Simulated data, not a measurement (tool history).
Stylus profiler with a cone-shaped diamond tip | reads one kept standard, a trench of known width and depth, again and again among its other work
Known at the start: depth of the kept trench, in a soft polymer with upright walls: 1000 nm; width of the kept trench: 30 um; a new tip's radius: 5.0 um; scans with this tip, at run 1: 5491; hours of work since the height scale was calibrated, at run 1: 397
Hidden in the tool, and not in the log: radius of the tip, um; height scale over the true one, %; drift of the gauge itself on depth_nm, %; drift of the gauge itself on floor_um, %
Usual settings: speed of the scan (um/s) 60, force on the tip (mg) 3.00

run	hour	speed of the scan (um/s)	force on the tip (mg)	scans with this tip	hours of work since the height scale was calibrated	depth of the trench (angstrom)	width of the trench's floor (µm)
1	0.0	60	3.00	5491	397	10095.3	23.54
2	18.6	60	3.00	5641	408	10093.2	23.55
3	30.8	60	3.00	5738	415	10087.2	23.57
4	41.8	60	2.96	5827	421	10090.0	23.57
5	54.2	60	2.96	5927	428	10086.7	23.59
6	70.4	60	2.96	6057	438	10091.2	23.61
7	86.8	60	2.96	6189	447	10090.3	23.57
8	104.5	60	2.96	6331	458	10090.7	23.51
9	119.4	60	2.96	6451	466	10091.9	23.54
10	138.8	60	3.00	6607	477	10090.8	23.51
11	147.9	60	3.00	6680	483	10085.7	23.47
12	161.0	60	3.85	6786	490	10106.3	23.49
13	179.6	16	3.85	6935	501	10105.1	23.58
14	198.6	16	3.85	7087	512	10106.9	23.58
15	211.1	21	3.00	7188	520	10089.9	23.57
16	229.7	60	3.00	7338	530	10093.9	23.45
17	240.8	238	3.00	7426	537	10091.5	23.08
18	254.4	60	3.00	7536	545	10089.0	23.49
# hour 256.3: height scale calibrated on a step standard
19	263.1	60	3.00	7602	4	10095.7	23.48
20	282.5	181	3.00	7758	15	10094.1	23.23
# hour 302.2: height scale calibrated on a step standard, once more
21	302.2	181	3.00	7912	0	10086.1	23.16
22	315.5	181	2.96	8019	8	10087.2	23.20
23	331.2	181	2.96	8146	17	10089.8	23.17
24	349.8	181	2.96	8295	28	10086.3	23.17
25	367.2	60	1.92	8435	38	10062.9	23.34
26	386.6	37	1.92	8591	49	10061.7	23.43
27	398.5	126	3.00	8686	56	10089.7	23.28
28	408.5	205	8.22	8767	62	10169.0	23.25
29	428.0	60	6.72	8923	73	10152.0	23.42
30	440.4	60	6.72	9023	80	10149.5	23.45
31	459.4	165	5.81	9176	91	10137.5	23.24
32	470.0	165	5.81	9261	98	10135.6	23.27
33	488.5	112	1.57	9410	108	10060.9	23.17
34	499.6	112	1.57	9499	115	10058.1	23.13
35	512.9	112	1.57	9606	122	10059.4	23.15
36	521.4	169	3.00	9674	127	10088.1	23.18
37	531.6	169	3.00	9756	133	10091.5	23.13
38	542.7	22	1.75	9846	140	10064.3	23.42
39	551.5	92	1.02	9917	145	10046.0	23.11
40	566.3	92	1.02	10035	153	10042.9	23.14
41	581.8	60	1.41	10160	162	10053.2	23.30
42	594.7	60	1.41	10264	170	10052.9	23.24
43	606.0	26	6.38	10354	177	10145.1	23.42
44	620.5	26	6.38	10471	185	10149.1	23.39
45	629.5	90	3.03	10544	190	10093.3	23.28
46	646.1	90	3.03	10677	200	10094.3	23.25

Forecast each of these 4 alternatives for the next run:
A	657.5	90	5.87	10768	206	?	?
B	657.5	35	1.49	10768	206	?	?
C	657.5	209	1.99	10768	206	?	?
D	657.5	16	2.63	10768	206	?	?

run	depth of the trench (angstrom)	width of the trench's floor (µm)
A	10137.9	23.30
B	10059.7	23.30
C	10070.6	22.89
D	10082.5	23.38
Without the tool's hidden state the same runs would have given:
run	depth of the trench (angstrom)	width of the trench's floor (µm)
A	10134.7	23.88
B	10056.5	23.89
C	10067.4	23.47
D	10079.2	23.97

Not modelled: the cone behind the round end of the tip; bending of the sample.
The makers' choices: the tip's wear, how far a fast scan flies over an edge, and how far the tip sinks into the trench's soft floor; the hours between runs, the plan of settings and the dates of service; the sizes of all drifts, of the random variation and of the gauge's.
